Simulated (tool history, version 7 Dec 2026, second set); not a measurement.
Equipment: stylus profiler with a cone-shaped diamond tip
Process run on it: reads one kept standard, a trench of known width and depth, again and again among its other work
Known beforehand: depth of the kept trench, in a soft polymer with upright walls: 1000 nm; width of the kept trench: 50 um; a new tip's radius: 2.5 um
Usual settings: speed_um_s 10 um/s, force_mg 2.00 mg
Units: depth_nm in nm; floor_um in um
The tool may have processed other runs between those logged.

run   hour  speed_um_s  force_mg  depth_nm  floor_um
  1    0.0          10      2.00   1014.19     45.91
  2   14.0          10      0.90   1007.93     45.88
  3   28.8          10      0.90   1008.54     45.88
  4   39.6          10      0.90   1008.07     45.91
  5   46.4          10      0.90   1008.10     45.90
  6   59.0          10      0.90   1008.47     45.84
  7   69.0          10      0.90   1008.43     45.91
  8   81.9          10      0.90   1008.15     45.92
  9   92.6          19      4.24   1023.42     45.86
 10  105.7          21      2.77   1017.77     45.91
 11  118.8           5      2.77   1016.86     45.92

Below are 5 alternative next runs, each starting from the tool's condition after run 11. Predict each:
  A  132.6           6      2.77         ?         ?
  B  132.6           3      4.11         ?         ?
  C  132.6          10      5.35         ?         ?
  D  132.6           7      1.25         ?         ?
  E  132.6          40      0.68         ?         ?

run  depth_nm  floor_um
  A   1017.42     45.97
  B   1022.46     46.09
  C   1027.01     45.99
  D   1010.25     45.96
  E   1007.08     45.49
Without the tool's unlogged condition, the same runs would have read:
run  depth_nm  floor_um
  A   1017.42     45.97
  B   1022.46     46.09
  C   1027.02     45.99
  D   1010.25     45.96
  E   1007.08     45.49
